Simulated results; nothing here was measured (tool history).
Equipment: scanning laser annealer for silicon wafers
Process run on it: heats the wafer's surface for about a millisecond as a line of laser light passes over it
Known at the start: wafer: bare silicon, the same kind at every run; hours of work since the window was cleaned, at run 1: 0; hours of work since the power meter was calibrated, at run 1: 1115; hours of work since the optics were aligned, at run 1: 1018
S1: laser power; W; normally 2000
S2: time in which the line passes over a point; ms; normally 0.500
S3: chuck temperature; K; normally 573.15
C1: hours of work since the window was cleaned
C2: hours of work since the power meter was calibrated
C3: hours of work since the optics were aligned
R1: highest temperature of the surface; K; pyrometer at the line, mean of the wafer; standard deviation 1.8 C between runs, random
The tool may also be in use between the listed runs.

| run | hour | S1 | S2 | S3 | C1 | C2 | C3 | R1 |
|---|---|---|---|---|---|---|---|---|
| 1 | 0.0 | 2000 | 0.500 | 573.15 | 0 | 1115 | 1018 | 1300.15 |
| 2 | 29.0 | 2000 | 0.500 | 573.15 | 13 | 1128 | 1031 | 1298.15 |
| 3 | 73.7 | 2000 | 0.500 | 573.15 | 34 | 1149 | 1052 | 1299.15 |
| 4 | 138.5 | 2000 | 0.500 | 573.15 | 63 | 1179 | 1081 | 1296.15 |
| 5 | 173.6 | 2000 | 0.500 | 573.15 | 79 | 1195 | 1097 | 1296.15 |
| 6 | 229.6 | 2000 | 0.500 | 573.15 | 105 | 1220 | 1123 | 1296.15 |
| 7 | 285.6 | 2000 | 0.500 | 573.15 | 131 | 1246 | 1149 | 1294.15 |
| 8 | 325.2 | 2000 | 0.500 | 573.15 | 149 | 1264 | 1167 | 1293.15 |
| 9 | 356.9 | 2000 | 0.500 | 573.15 | 163 | 1279 | 1181 | 1290.15 |
| 10 | 402.4 | 2000 | 0.500 | 573.15 | 184 | 1299 | 1202 | 1292.15 |
| 11 | 470.4 | 2000 | 0.500 | 573.15 | 215 | 1330 | 1233 | 1293.15 |
| 12 | 518.9 | 2000 | 0.554 | 573.15 | 237 | 1353 | 1255 | 1326.15 |
| 13 | 560.7 | 2000 | 0.500 | 573.15 | 257 | 1372 | 1275 | 1289.15 |
| 14 | 599.6 | 2000 | 0.500 | 573.15 | 274 | 1390 | 1292 | 1283.15 |
| 15 | 663.6 | 2000 | 0.500 | 573.15 | 304 | 1419 | 1322 | 1288.15 |
| 16 | 692.8 | 2000 | 0.500 | 573.15 | 317 | 1432 | 1335 | 1283.15 |
| 17 | 760.8 | 2000 | 0.592 | 573.15 | 348 | 1463 | 1366 | 1350.15 |
| 18 | 795.7 | 2000 | 0.500 | 573.15 | 364 | 1479 | 1382 | 1285.15 |
| 19 | 848.8 | 2000 | 0.500 | 573.15 | 388 | 1504 | 1406 | 1280.15 |
| 20 | 904.2 | 2000 | 0.500 | 573.15 | 414 | 1529 | 1432 | 1279.15 |
|  | 951.6 | optics aligned, line set to its width |
| 21 | 980.2 | 1976 | 0.480 | 573.15 | 446 | 1561 | 13 | 1265.15 |
| 22 | 1029.6 | 1976 | 0.480 | 573.15 | 469 | 1584 | 36 | 1266.15 |
| 23 | 1081.7 | 1976 | 0.480 | 573.15 | 493 | 1608 | 60 | 1264.15 |
|  | 1097.1 | window over the wafer cleaned |
| 24 | 1136.5 | 2000 | 0.377 | 612.15 | 18 | 1632 | 84 | 1253.15 |
| 25 | 1167.8 | 2132 | 0.377 | 592.15 | 32 | 1646 | 98 | 1284.15 |
| 26 | 1232.2 | 2000 | 0.420 | 581.15 | 62 | 1676 | 128 | 1254.15 |
| 27 | 1291.5 | 1925 | 0.424 | 581.15 | 89 | 1703 | 155 | 1226.15 |
| 28 | 1343.8 | 1925 | 0.382 | 601.15 | 113 | 1727 | 179 | 1212.15 |
| 29 | 1390.7 | 1816 | 0.437 | 596.15 | 134 | 1748 | 200 | 1199.15 |
| 30 | 1459.3 | 1816 | 0.579 | 596.15 | 166 | 1780 | 231 | 1294.15 |
| 31 | 1512.8 | 1816 | 0.579 | 596.15 | 190 | 1804 | 256 | 1292.15 |
| 32 | 1555.7 | 2135 | 0.357 | 602.15 | 210 | 1824 | 276 | 1270.15 |
| 33 | 1621.7 | 2135 | 0.357 | 602.15 | 240 | 1854 | 306 | 1269.15 |
| 34 | 1691.0 | 1845 | 0.357 | 602.15 | 272 | 1886 | 337 | 1153.15 |
| 35 | 1757.9 | 1978 | 0.435 | 559.15 | 302 | 1916 | 368 | 1226.15 |
| 36 | 1805.4 | 2072 | 0.547 | 554.15 | 324 | 1938 | 390 | 1348.15 |
| 37 | 1867.7 | 2072 | 0.547 | 554.15 | 353 | 1967 | 418 | 1350.15 |
| 38 | 1903.9 | 1705 | 0.399 | 554.15 | 369 | 1983 | 435 | 1075.15 |
| 39 | 1969.2 | 1860 | 0.438 | 579.15 | 399 | 2013 | 465 | 1191.15 |
| 40 | 2012.3 | 1912 | 0.456 | 543.15 | 419 | 2033 | 485 | 1191.15 |

How would selected steps in R1 from run to run divide? Give the signed amount a tool lacking its hidden state would still show from settings, what came in and random variation, and the signed amount left for the hidden state, including any gauge scatter that is not in both of the compared results.
What the log doesn't record here: light that passes the window, % of a clean one's; laser's true power over the reading, %; width of the line over the set one, %; drift of the gauge itself on peak_c, C.
Run 20 -> 21: S1 2000 -> 1976, S2 0.500 -> 0.480, optics aligned, line set to its width. R1 -14.00 K: hidden state +15.00, all else -29.00.
Run 23 -> 24: S1 1976 -> 2000, S2 0.480 -> 0.377, S3 573.15 -> 612.15, window over the wafer cleaned. R1 -11.00 K: hidden state +24.00, all else -35.00.
Run 33 -> 34: S1 2135 -> 1845. R1 -116.00 K: hidden state +2.00, all else -118.00.
Run 35 -> 36: S1 1978 -> 2072, S2 0.435 -> 0.547, S3 559.15 -> 554.15. R1 +122.00 K: hidden state -6.00, all else +128.00.
Run 37 -> 38: S1 2072 -> 1705, S2 0.547 -> 0.399. R1 -275.00 K: hidden state +10.00, all else -285.00.

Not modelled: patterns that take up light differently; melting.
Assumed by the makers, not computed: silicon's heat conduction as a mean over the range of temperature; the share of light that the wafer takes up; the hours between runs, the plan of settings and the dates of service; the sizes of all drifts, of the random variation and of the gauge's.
